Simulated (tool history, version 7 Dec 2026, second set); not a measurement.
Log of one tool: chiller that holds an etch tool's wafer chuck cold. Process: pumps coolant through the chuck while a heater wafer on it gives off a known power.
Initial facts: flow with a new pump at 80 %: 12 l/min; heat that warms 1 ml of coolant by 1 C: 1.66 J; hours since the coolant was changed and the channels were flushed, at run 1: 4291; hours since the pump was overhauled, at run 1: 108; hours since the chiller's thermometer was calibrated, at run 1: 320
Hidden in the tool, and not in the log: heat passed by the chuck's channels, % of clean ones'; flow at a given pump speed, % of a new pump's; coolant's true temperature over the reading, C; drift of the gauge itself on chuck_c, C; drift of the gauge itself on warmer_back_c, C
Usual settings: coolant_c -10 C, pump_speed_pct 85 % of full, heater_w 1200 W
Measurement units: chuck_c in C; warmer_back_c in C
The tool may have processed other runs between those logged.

run	hour	coolant_c	pump_speed_pct	heater_w	hours since the coolant was changed and the channels were flushed	hours since the pump was overhauled	hours since the chiller's thermometer was calibrated	chuck_c	warmer_back_c
1	0	-10	85	1200	4291	108	320	-2.1	3.41
2	29.4	-10	85	1200	4320	138	349	-2	3.39
3	52.9	-10	85	1200	4344	161	373	-1.8	3.38
4	78.9	-10	85	1200	4370	187	399	-2.1	3.41
5	110.8	-10	85	1200	4402	219	431	-1.9	3.37
6	147.2	-10	85	1200	4438	256	467	-2.1	3.38
7	185.9	-10	85	1200	4477	294	506	-2	3.41
8	214.6	-10	85	1200	4506	323	535	-2.1	3.33
9	247	-10	62	1200	4538	355	567	0	4.85
10	268.4	-10	85	1200	4559	377	588	-2.1	3.33
11	301.1	-10	88	1200	4592	409	621	-2.3	3.32
12	329.1	-10	88	1200	4620	437	649	-2.2	3.22
13	361.7	-10	67	1200	4653	470	682	-0.4	4.48
# hour 369: coolant pump overhauled
14	401.2	-5	85	1200	4687	32	716	3.2	3.43
15	433.9	-16	85	1200	4720	65	749	-8	3.41
16	461.8	-16	80	1200	4748	93	777	-7.7	3.68
17	492.4	-13	68	700	4778	123	807	-7.7	2.54
18	518.9	-3	87	1181	4805	150	834	4.8	3.28
19	553	-14	85	915	4839	184	868	-7.8	2.62
20	570.3	-14	85	915	4856	201	885	-7.6	2.63
# hour 609.2: coolant pump overhauled, once more
21	613.5	-10	74	1200	4895	4	924	-1.3	3.93
22	652.7	-10	96	719	4934	43	963	-5.7	1.78
23	689.3	-19	88	719	4970	80	999	-14.4	1.98
24	708.3	-4	66	1040	4989	99	1018	4.1	3.89
25	732.7	-4	66	1040	5014	123	1043	4.3	3.9
26	764.3	-13	65	954	5045	155	1074	-5.3	3.64
27	790.7	-10	91	996	5072	182	1101	-3.7	2.62
28	810.4	-10	92	1026	5091	201	1120	-3.5	2.68
29	826.7	-12	90	870	5108	218	1137	-6.2	2.26
30	846.1	-12	90	870	5127	237	1156	-6.4	2.27
31	864.4	-12	60	870	5145	255	1174	-4.7	3.71

For each run, the measured value with the value that run would have given without the tool's hidden condition subtracted. The run-to-run variation is shared by both, the gauge scatter possibly not:
run	chuck_c	warmer_back_c
1	+0.6	+0.01
2	+0.7	+0.01
3	+0.7	+0.01
4	+0.7	+0.01
5	+0.7	+0.01
6	+0.7	+0.01
7	+0.7	+0.02
8	+0.6	+0.02
9	+0.8	+0.03
10	+0.7	+0.02
11	+0.7	+0.02
12	+0.7	+0.02
13	+0.9	+0.03
14	+0.7	+0.03
15	+0.7	+0.03
16	+0.8	+0.04
17	+0.4	+0.03
18	+0.7	+0.04
19	+0.6	+0.03
20	+0.6	+0.03
21	+0.8	+0.02
22	+0.3	+0.01
23	+0.4	+0.01
24	+0.7	+0.02
25	+0.7	+0.03
26	+0.7	+0.02
27	+0.6	+0.02
28	+0.7	+0.02
29	+0.5	+0.02
30	+0.5	+0.02
31	+0.7	+0.03
